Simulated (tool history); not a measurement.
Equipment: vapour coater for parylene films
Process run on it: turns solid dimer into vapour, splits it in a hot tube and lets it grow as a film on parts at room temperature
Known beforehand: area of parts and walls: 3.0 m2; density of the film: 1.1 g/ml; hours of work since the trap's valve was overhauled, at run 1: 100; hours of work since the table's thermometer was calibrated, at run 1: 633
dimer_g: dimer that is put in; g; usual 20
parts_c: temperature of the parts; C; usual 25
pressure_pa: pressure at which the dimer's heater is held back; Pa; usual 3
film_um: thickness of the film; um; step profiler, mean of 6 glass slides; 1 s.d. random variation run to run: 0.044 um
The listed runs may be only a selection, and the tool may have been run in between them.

run    hour  dimer_g  parts_c  pressure_pa  hours of work since the trap's valve was overhauled  hours of work since the table's thermometer was calibrated  film_um
  1       0       20       25            3                                                  100                                                         633     4.87
  2      21       20       25            3                                                  116                                                         649     4.81
  3    52.7       20       25            3                                                  139                                                         673     4.73
  4    84.4       20       25            3                                                  163                                                         696     4.85
  5   112.1       20       25            3                                                  183                                                         717     4.75
  6   146.4       20       25            3                                                  209                                                         742     4.79
  7   175.4       20       25            3                                                  230                                                         764     4.73
  8   202.5       20       25            3                                                  250                                                         784     4.78
  9     226        9       25            3                                                  268                                                         801     2.13
 10   246.2       20       18            3                                                  282                                                         816     5.19
 11   281.1       20       18            3                                                  308                                                         842     5.18
 12   296.7       20       18            3                                                  320                                                         853     5.15
 13     320       20       25         8.96                                                  337                                                         871     4.21
 14   348.9       20       25         8.96                                                  359                                                         892      4.2
 15   373.2       20       25         8.96                                                  377                                                         910     4.23
      401.1  -- trap's valve overhauled
 16   403.9       20       25         8.96                                                    2                                                         930     4.07
 17   427.7       20       25         8.96                                                   20                                                         948     4.03
 18     462       20       25         2.58                                                   45                                                         973     4.58
 19     491       20       25         2.58                                                   67                                                         995     4.45
      501.8  -- trap's valve overhauled, once more
 20   515.9       20       25          3.2                                                   10                                                        1010     4.97
 21   534.3       20       25          3.2                                                   24                                                        1024     4.94
 22   560.5       20       25          3.2                                                   44                                                        1043      4.9
 23   579.5       20       25          3.2                                                   58                                                        1057     4.98
 24   605.8       11       25            3                                                   77                                                        1077     2.75
 25   642.4       19       21         5.33                                                  104                                                        1104     4.67
 26   660.1       35       25         5.33                                                  117                                                        1117      8.1
 27   679.1       35       24         3.06                                                  131                                                        1131      8.7
 28   711.1       13       35         2.65                                                  155                                                        1155     2.73
 29   733.8       21       35         2.76                                                  172                                                        1172     4.39
 30   756.7       30       35         6.05                                                  189                                                        1189     5.86
 31   774.5       22       24         6.05                                                  202                                                        1202     5.08
 32   798.2       12       18         3.54                                                  220                                                        1219     3.18
 33   816.5       25       22         3.54                                                  233                                                        1233     6.15
 34   838.3       25       22         3.54                                                  249                                                        1249     6.15
 35   865.3       20       25         6.11                                                  269                                                        1269      4.5
 36   893.9       20       25         6.11                                                  291                                                        1290     4.46
 37     924       20       25         6.11                                                  313                                                        1313     4.44
 38   958.1       20       19         2.13                                                  338                                                        1338     5.27
 39   992.9       20       19         2.13                                                  364                                                        1364     5.24
 40  1022.4       16       22         3.67                                                  386                                                        1386      3.8
     1036.5  -- trap's valve overhauled
 41  1061.4       16       22         3.67                                                   18                                                        1412     4.08
 42  1094.4       20       21         4.26                                                   43                                                        1436     5.17
 43  1120.8       20       21         4.26                                                   62                                                        1456     5.14
 44  1138.8       12       24         2.33                                                   76                                                        1469      3.1
 45  1176.2       12       24         2.33                                                  104                                                        1497     3.09
 46  1194.8        9       24         5.58                                                  117                                                        1510     2.12

Had the tool no unlogged condition, and each run kept its random variation, what would the results have been?
Hidden state at play: vapour lost through the trap's worn valve, %; true temperature of the parts over the reading, C; drift of the gauge itself on film_um, %.
run  film_um
  1     4.95
  2      4.9
  3     4.84
  4     4.99
  5      4.9
  6     4.97
  7     4.93
  8     4.99
  9     2.23
 10     5.47
 11     5.48
 12     5.46
 13     4.48
 14     4.49
 15     4.54
 16     4.48
 17     4.46
 18     5.09
 19     4.97
 20     4.93
 21     4.92
 22      4.9
 23     4.99
 24     2.77
 25     4.72
 26     8.21
 27     8.84
 28     2.79
 29     4.49
 30     6.01
 31     5.22
 32     3.28
 33     6.36
 34     6.39
 35     4.69
 36     4.66
 37     4.66
 38     5.56
 39     5.55
 40     4.04
 41     4.03
 42     5.13
 43     5.12
 44     3.09
 45      3.1
 46     2.13
